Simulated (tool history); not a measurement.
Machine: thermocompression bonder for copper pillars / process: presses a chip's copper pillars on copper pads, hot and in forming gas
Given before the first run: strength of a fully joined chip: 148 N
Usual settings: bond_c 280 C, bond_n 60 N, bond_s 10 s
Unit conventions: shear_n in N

run	hour	bond_c	bond_n	bond_s	shear_n
1	0	280	60	10	93.6
2	20.4	280	60	10	92.1
3	30.9	280	60	10	92
4	45.5	280	60	10	91.8
5	61.3	280	60	10	92.3
6	70	291	60	10	99
7	80.5	291	69	10	106.2
8	92.3	291	69	10	108.4
9	103.3	291	46	10	80.6
# hour 107.1: heater calibrated with a thermocouple chip
10	116.7	291	46	10	80.9
11	128.7	280	44	10	72.2
12	144.9	280	44	10	71.4
13	162.1	280	60	12	97.1
14	173.1	280	60	14	101.8
# hour 178.3: heater calibrated with a thermocouple chip, once more
15	186	308	37	10	74.3
16	196.2	308	37	10	72.6
17	210.3	280	60	7	80.6
18	228.2	280	60	12	93.9
19	246.3	280	60	6	77.1
20	263	280	60	6	76.1
21	277.3	280	60	6	76.1
22	296.8	280	60	6	75.9
23	315	253	49	10	59.4
24	324.6	253	49	10	59.9
25	338.3	253	49	10	59.5

Branching from run 25: 5 alternative next runs. What would each branch give?
A	355.9	276	46	10	?
B	355.9	267	60	10	?
C	355.9	276	37	6	?
D	355.9	292	49	22	?
E	355.9	272	49	10	?

run	shear_n
A	68.8
B	79.8
C	45.6
D	102.6
E	70.3
Had the tool no hidden state, the same runs would have come out as:
run	shear_n
A	73
B	84.5
C	48.6
D	108.2
E	74.7
